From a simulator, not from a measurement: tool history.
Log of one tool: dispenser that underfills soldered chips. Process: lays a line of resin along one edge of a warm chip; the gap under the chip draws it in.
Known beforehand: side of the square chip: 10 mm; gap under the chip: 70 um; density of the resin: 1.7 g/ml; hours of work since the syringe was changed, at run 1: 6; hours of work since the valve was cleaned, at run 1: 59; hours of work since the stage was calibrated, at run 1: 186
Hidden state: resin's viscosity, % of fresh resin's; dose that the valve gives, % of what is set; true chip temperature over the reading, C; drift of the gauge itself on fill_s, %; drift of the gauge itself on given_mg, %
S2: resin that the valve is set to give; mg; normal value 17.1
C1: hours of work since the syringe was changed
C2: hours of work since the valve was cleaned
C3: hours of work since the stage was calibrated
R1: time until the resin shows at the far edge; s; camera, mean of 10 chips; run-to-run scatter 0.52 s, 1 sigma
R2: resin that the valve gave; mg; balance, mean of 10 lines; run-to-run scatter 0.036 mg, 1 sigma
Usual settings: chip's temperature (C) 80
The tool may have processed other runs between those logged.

{"run": 1, "hour": 0.0, "chip's temperature (C)": 80, "S2": 17.1, "C1": 6, "C2": 59, "C3": 186, "R1": 73.5, "R2": 16.58}
{"hour": 6.7, "done": "dispensing valve cleaned and set on the balance"}
{"hour": 8.6, "done": "new syringe of resin"}
{"run": 2, "hour": 8.6, "chip's temperature (C)": 80, "S2": 15.6, "C1": 0, "C2": 1, "C3": 191, "R1": 44.8, "R2": 15.55}
{"run": 3, "hour": 16.6, "chip's temperature (C)": 80, "S2": 18.6, "C1": 6, "C2": 7, "C3": 197, "R1": 74.9, "R2": 18.45}
{"run": 4, "hour": 21.2, "chip's temperature (C)": 80, "S2": 18.6, "C1": 9, "C2": 11, "C3": 201, "R1": 102.8, "R2": 18.43}
{"hour": 23.4, "done": "new syringe of resin"}
{"run": 5, "hour": 25.3, "chip's temperature (C)": 74, "S2": 17.1, "C1": 1, "C2": 13, "C3": 204, "R1": 60.5, "R2": 16.96}
{"run": 6, "hour": 30.6, "chip's temperature (C)": 74, "S2": 17.1, "C1": 5, "C2": 17, "C3": 208, "R1": 87, "R2": 16.92}
{"hour": 38.4, "done": "new syringe of resin"}
{"run": 7, "hour": 38.6, "chip's temperature (C)": 74, "S2": 17.1, "C1": 0, "C2": 23, "C3": 213, "R1": 51.5, "R2": 16.9}
{"run": 8, "hour": 44.9, "chip's temperature (C)": 74, "S2": 17.1, "C1": 5, "C2": 28, "C3": 218, "R1": 80.8, "R2": 16.81}
{"run": 9, "hour": 49.8, "chip's temperature (C)": 74, "S2": 17.1, "C1": 9, "C2": 31, "C3": 222, "R1": 112.9, "R2": 16.82}
{"hour": 53.2, "done": "new syringe of resin"}
{"run": 10, "hour": 57.0, "chip's temperature (C)": 74, "S2": 17.1, "C1": 3, "C2": 37, "C3": 227, "R1": 68, "R2": 16.72}
{"run": 11, "hour": 63.9, "chip's temperature (C)": 80, "S2": 16.5, "C1": 8, "C2": 42, "C3": 232, "R1": 88.2, "R2": 16.19}
{"hour": 68.5, "done": "new syringe of resin"}
{"run": 12, "hour": 69.1, "chip's temperature (C)": 80, "S2": 17.1, "C1": 0, "C2": 45, "C3": 236, "R1": 45.5, "R2": 16.69}
{"run": 13, "hour": 72.9, "chip's temperature (C)": 80, "S2": 17.1, "C1": 3, "C2": 48, "C3": 238, "R1": 57, "R2": 16.65}
{"run": 14, "hour": 78.0, "chip's temperature (C)": 80, "S2": 17.1, "C1": 7, "C2": 52, "C3": 242, "R1": 82.4, "R2": 16.67}
{"hour": 83.6, "done": "new syringe of resin"}
{"run": 15, "hour": 84.4, "chip's temperature (C)": 80, "S2": 17.1, "C1": 1, "C2": 56, "C3": 247, "R1": 45.5, "R2": 16.55}
{"run": 16, "hour": 91.0, "chip's temperature (C)": 80, "S2": 17.1, "C1": 5, "C2": 61, "C3": 252, "R1": 72.3, "R2": 16.57}
{"hour": 95.0, "done": "dispensing valve cleaned and set on the balance"}
{"run": 17, "hour": 96.9, "chip's temperature (C)": 89, "S2": 17.6, "C1": 9, "C2": 1, "C3": 255, "R1": 74.7, "R2": 17.57}
{"hour": 99.6, "done": "new syringe of resin"}
{"run": 18, "hour": 105.3, "chip's temperature (C)": 89, "S2": 17.6, "C1": 4, "C2": 7, "C3": 261, "R1": 48.2, "R2": 17.54}
{"run": 19, "hour": 113.1, "chip's temperature (C)": 66, "S2": 17.5, "C1": 10, "C2": 13, "C3": 267, "R1": 170, "R2": 17.36}
{"hour": 114.6, "done": "new syringe of resin"}
{"run": 20, "hour": 117.7, "chip's temperature (C)": 92, "S2": 20.6, "C1": 2, "C2": 16, "C3": 270, "R1": 36.4, "R2": 20.45}
{"run": 21, "hour": 125.0, "chip's temperature (C)": 92, "S2": 20.6, "C1": 8, "C2": 22, "C3": 276, "R1": 60.2, "R2": 20.43}
{"hour": 129.7, "done": "new syringe of resin"}
{"run": 22, "hour": 131.8, "chip's temperature (C)": 69, "S2": 16.5, "C1": 2, "C2": 27, "C3": 280, "R1": 71.8, "R2": 16.29}
{"run": 23, "hour": 139.6, "chip's temperature (C)": 70, "S2": 21.9, "C1": 7, "C2": 32, "C3": 286, "R1": 114, "R2": 21.63}
{"run": 24, "hour": 143.1, "chip's temperature (C)": 74, "S2": 20.7, "C1": 10, "C2": 35, "C3": 289, "R1": 125.1, "R2": 20.43}
{"hour": 144.7, "done": "new syringe of resin"}
{"run": 25, "hour": 148.9, "chip's temperature (C)": 77, "S2": 17.1, "C1": 3, "C2": 39, "C3": 293, "R1": 66, "R2": 16.79}
{"run": 26, "hour": 152.3, "chip's temperature (C)": 77, "S2": 17.1, "C1": 6, "C2": 42, "C3": 296, "R1": 82.7, "R2": 16.76}
{"hour": 159.8, "done": "new syringe of resin"}
{"run": 27, "hour": 159.8, "chip's temperature (C)": 73, "S2": 14.7, "C1": 0, "C2": 47, "C3": 301, "R1": 58.8, "R2": 14.35}
{"run": 28, "hour": 166.7, "chip's temperature (C)": 85, "S2": 17.3, "C1": 5, "C2": 52, "C3": 306, "R1": 60.4, "R2": 16.91}
{"run": 29, "hour": 170.0, "chip's temperature (C)": 85, "S2": 17.3, "C1": 8, "C2": 55, "C3": 308, "R1": 76.3, "R2": 16.88}
{"hour": 174.9, "done": "new syringe of resin"}
{"run": 30, "hour": 177.0, "chip's temperature (C)": 85, "S2": 17.3, "C1": 2, "C2": 60, "C3": 313, "R1": 42.9, "R2": 16.8}
{"hour": 183.5, "done": "dispensing valve cleaned and set on the balance"}
{"run": 31, "hour": 184.6, "chip's temperature (C)": 85, "S2": 17.3, "C1": 6, "C2": 1, "C3": 318, "R1": 65.8, "R2": 17.24}
{"hour": 190.7, "done": "new syringe of resin"}
{"run": 32, "hour": 191.8, "chip's temperature (C)": 81, "S2": 17.3, "C1": 1, "C2": 6, "C3": 323, "R1": 46.2, "R2": 17.2}

Each row is a separate what-if for the run after 32, all from the same tool condition, not one after another. Results?
{"run": "A", "hour": 199.2, "chip's temperature (C)": 82, "S2": 17.7, "C1": 6, "C2": 11, "C3": 329, "R1": "?", "R2": "?"}
{"run": "B", "hour": 199.2, "chip's temperature (C)": 73, "S2": 17.3, "C1": 6, "C2": 11, "C3": 329, "R1": "?", "R2": "?"}
{"run": "C", "hour": 199.2, "chip's temperature (C)": 78, "S2": 16.8, "C1": 6, "C2": 11, "C3": 329, "R1": "?", "R2": "?"}
{"run": "D", "hour": 199.2, "chip's temperature (C)": 81, "S2": 20.3, "C1": 6, "C2": 11, "C3": 329, "R1": "?", "R2": "?"}
{"run": "E", "hour": 199.2, "chip's temperature (C)": 81, "S2": 17.1, "C1": 6, "C2": 11, "C3": 329, "R1": "?", "R2": "?"}

run=A R1=73.1 R2=17.51
run=B R1=97.1 R2=17.12
run=C R1=84.2 R2=16.66
run=D R1=74.5 R2=20.1
run=E R1=74.8 R2=17.02
What these runs would have given with no unlogged condition in the tool:
run=A R1=39.8 R2=17.69
run=B R1=52.5 R2=17.3
run=C R1=45.6 R2=16.83
run=D R1=40.4 R2=20.31
run=E R1=40.5 R2=17.2

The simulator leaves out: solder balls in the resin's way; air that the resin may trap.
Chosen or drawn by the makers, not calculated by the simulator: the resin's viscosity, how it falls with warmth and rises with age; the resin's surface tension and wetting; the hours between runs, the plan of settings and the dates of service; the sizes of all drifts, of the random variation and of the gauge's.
